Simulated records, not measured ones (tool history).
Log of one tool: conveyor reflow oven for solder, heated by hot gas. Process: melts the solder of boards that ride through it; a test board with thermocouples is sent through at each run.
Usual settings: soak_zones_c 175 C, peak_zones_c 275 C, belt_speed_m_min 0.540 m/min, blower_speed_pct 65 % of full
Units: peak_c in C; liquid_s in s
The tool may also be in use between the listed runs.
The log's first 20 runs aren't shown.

run	day	soak_zones_c	peak_zones_c	belt_speed_m_min	blower_speed_pct	hours of work since the flux was cleaned out	hours of work since the belt drive was overhauled	hours of work since the thermocouples were changed	peak_c	liquid_s
21	19.096	175	275	0.590	73	74	1072	338	250.3	44.0
22	20.267	175	275	0.590	73	93	1090	357	249.7	43.9
23	20.962	175	275	0.615	73	103	1101	367	247.2	40.2
24	21.592	175	275	0.615	73	113	1110	377	246.9	39.2
25	22.838	175	275	0.615	73	132	1129	396	247.4	38.7
26	23.396	175	275	0.582	56	141	1138	405	245.0	39.0
27	24.383	175	275	0.582	56	156	1153	420	244.2	37.9
28	25.179	175	286	0.540	54	168	1165	432	254.9	50.6
29	25.983	184	266	0.501	87	180	1178	444	250.6	56.7
30	27.288	184	287	0.501	51	201	1198	465	259.6	61.3
# day 27.792: flux residue cleaned out of gas plates and filters
31	28.125	184	287	0.571	51	5	1208	474	256.4	52.1

4 ways to go on from here, each from the tool as it stands after run 31. What would each give?
A	29.346	184	287	0.614	51	24	1226	493	?	?
B	29.346	175	275	0.540	59	24	1226	493	?	?
C	29.346	161	287	0.571	51	24	1226	493	?	?
D	29.346	175	282	0.540	65	24	1226	493	?	?

run	peak_c	liquid_s
A	252.4	44.9
B	250.4	48.1
C	250.3	39.9
D	256.8	52.9
Without the tool's hidden state the same runs would have given:
run	peak_c	liquid_s
A	252.9	44.3
B	251.1	47.6
C	250.8	39.4
D	257.6	52.3

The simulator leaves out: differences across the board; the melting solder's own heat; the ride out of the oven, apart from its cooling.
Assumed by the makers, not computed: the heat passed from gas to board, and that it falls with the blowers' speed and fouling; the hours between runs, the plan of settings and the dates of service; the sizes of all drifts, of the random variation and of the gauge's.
